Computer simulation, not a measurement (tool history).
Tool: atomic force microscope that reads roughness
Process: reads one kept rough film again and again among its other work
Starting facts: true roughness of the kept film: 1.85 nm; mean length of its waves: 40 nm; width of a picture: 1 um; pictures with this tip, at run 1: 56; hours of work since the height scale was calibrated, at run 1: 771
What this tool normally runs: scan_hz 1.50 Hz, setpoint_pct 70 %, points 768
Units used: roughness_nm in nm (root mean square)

run	hour	scan_hz	setpoint_pct	points	pictures with this tip	hours of work since the height scale was calibrated	roughness_nm
1	0.0	1.50	70	768	56	771	1.640
# hour 42.5: new tip fitted
2	68.5	1.50	70	768	41	808	1.654
3	111.9	1.50	70	768	110	832	1.661
# hour 117.8: new tip fitted
4	166.9	1.50	70	768	78	861	1.655
# hour 193.9: new tip fitted
5	224.5	0.66	70	768	48	892	1.721
# hour 268.2: new tip fitted
6	268.2	1.50	70	768	0	915	1.660
7	309.8	1.50	70	768	66	938	1.671
8	338.5	1.50	70	768	112	953	1.653
# hour 343.6: new tip fitted
9	381.1	1.50	70	768	60	976	1.675
# hour 417.1: new tip fitted
10	432.6	1.50	70	768	25	1003	1.664
11	464.2	1.50	70	827	75	1020	1.649
# hour 491.5: new tip fitted
12	496.2	1.50	70	827	7	1037	1.663
13	541.4	1.50	70	827	79	1062	1.661
# hour 567.4: new tip fitted
14	592.9	1.50	70	827	41	1089	1.656
15	622.3	1.50	70	827	88	1105	1.655
# hour 642.4: new tip fitted
16	669.1	2.02	70	768	42	1130	1.626
# hour 720.8: new tip fitted
17	722.6	1.50	73	768	2	1159	1.634
18	753.1	1.50	73	768	51	1175	1.635
19	783.6	2.06	81	718	99	1192	1.531
# hour 794.9: new tip fitted
20	827.2	2.06	81	718	52	1215	1.527
21	861.4	0.67	81	803	106	1233	1.694
# hour 873.7: new tip fitted
22	897.3	0.67	81	803	37	1253	1.661
# hour 952.6: new tip fitted
23	960.3	3.06	63	803	13	1286	1.627
24	1021.5	1.71	85	672	110	1319	1.520
# hour 1026.0: new tip fitted
25	1063.4	1.71	85	672	60	1342	1.524
# hour 1099.0: new tip fitted
26	1099.0	1.71	85	672	0	1361	1.524
27	1152.8	2.70	70	768	85	1390	1.578
# hour 1175.1: new tip fitted
28	1198.6	1.79	70	629	37	1414	1.636
# hour 1249.9: new tip fitted
29	1251.6	1.79	70	629	2	1443	1.640
30	1286.8	1.79	70	629	58	1462	1.649
31	1318.1	1.79	70	629	108	1479	1.631
# hour 1324.1: new tip fitted
32	1385.1	1.79	70	629	97	1514	1.619
# hour 1399.9: new tip fitted
33	1421.1	0.55	55	768	34	1534	1.738

Forecast each of these 4 alternatives for the next run:
A	1466.0	1.95	74	533	106	1558	?
B	1466.0	0.59	69	437	106	1558	?
C	1466.0	1.60	63	273	106	1558	?
D	1466.0	1.50	75	835	106	1558	?

run	roughness_nm
A	1.581
B	1.715
C	1.680
D	1.624
Take away the tool's hidden state, keep each run's random variation, and the runs would have read:
run	roughness_nm
A	1.585
B	1.719
C	1.685
D	1.629
